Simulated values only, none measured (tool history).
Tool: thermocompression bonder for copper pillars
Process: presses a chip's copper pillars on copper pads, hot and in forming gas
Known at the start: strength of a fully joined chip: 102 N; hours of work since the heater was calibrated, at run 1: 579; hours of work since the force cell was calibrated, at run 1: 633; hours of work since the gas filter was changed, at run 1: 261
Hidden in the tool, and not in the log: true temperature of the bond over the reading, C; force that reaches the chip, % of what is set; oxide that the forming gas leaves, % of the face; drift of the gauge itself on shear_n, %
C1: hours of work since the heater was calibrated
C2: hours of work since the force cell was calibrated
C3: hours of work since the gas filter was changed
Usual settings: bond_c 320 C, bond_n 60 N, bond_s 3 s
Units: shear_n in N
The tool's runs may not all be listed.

Run 1, hour 0: usual settings; C1 579; C2 633; C3 261. Result: shear_n 48.4 N.
Run 2, hour 24.4: usual settings; C1 589; C2 643; C3 271. Result: shear_n 48.6 N.
Run 3, hour 51.6: usual settings; C1 600; C2 655; C3 282. Result: shear_n 46.4 N.
Run 4, hour 80.9: usual settings but bond_n 54 N; C1 612; C2 667; C3 294. Result: shear_n 44.1 N.
Run 5, hour 127.5: usual settings; C1 632; C2 687; C3 314. Result: shear_n 47.5 N.
Run 6, hour 175.7: usual settings; C1 652; C2 707; C3 334. Result: shear_n 47.1 N.
Run 7, hour 210.6: usual settings; C1 667; C2 721; C3 349. Result: shear_n 46.5 N.
Run 8, hour 259.2: usual settings but bond_n 83 N; C1 687; C2 742; C3 369. Result: shear_n 55.5 N.
Run 9, hour 296.8: usual settings but bond_n 83 N; C1 703; C2 757; C3 385. Result: shear_n 56.1 N.
Run 10, hour 320.5: usual settings but bond_n 83 N; C1 713; C2 767; C3 394. Result: shear_n 55.8 N.
At hour 328.8: forming gas filter changed.
Run 11, hour 358.5: usual settings but bond_n 83 N; C1 728; C2 783; C3 12. Result: shear_n 60.1 N.
Run 12, hour 393.5: usual settings but bond_n 83 N; C1 743; C2 797; C3 27. Result: shear_n 60 N.
Run 13, hour 441.7: usual settings but bond_n 83 N; C1 763; C2 818; C3 47. Result: shear_n 58.9 N.
Run 14, hour 474.7: usual settings but bond_c 307 C, bond_n 83 N; C1 777; C2 831; C3 61. Result: shear_n 51.1 N.
At hour 484.5: force cell calibrated.
Run 15, hour 502.7: usual settings but bond_c 307 C, bond_n 83 N; C1 788; C2 8; C3 72. Result: shear_n 50.5 N.
Run 16, hour 538: usual settings but bond_c 307 C, bond_n 83 N; C1 803; C2 22; C3 87. Result: shear_n 49.1 N.
Run 17, hour 568.6: usual settings but bond_c 307 C, bond_n 83 N; C1 815; C2 35; C3 100. Result: shear_n 49.6 N.
Run 18, hour 591: usual settings; C1 825; C2 44; C3 109. Result: shear_n 47 N.
Run 19, hour 633.2: usual settings but bond_c 291 C; C1 842; C2 62; C3 127. Result: shear_n 30.6 N.
Run 20, hour 653.9: usual settings but bond_c 291 C; C1 851; C2 71; C3 135. Result: shear_n 30.3 N.
Run 21, hour 687.4: usual settings but bond_n 56 N, bond_s 2 s; C1 865; C2 85; C3 149. Result: shear_n 38.2 N.

The next listed run, before its measurement:
Run 22, hour 734.4: usual settings but bond_c 345 C, bond_n 63 N, bond_s 2 s; C1 885; C2 104; C3 169. Result: shear_n ?.

shear_n: 56.9 N
Without the tool's hidden state the same run would have given shear_n 62.9 N.
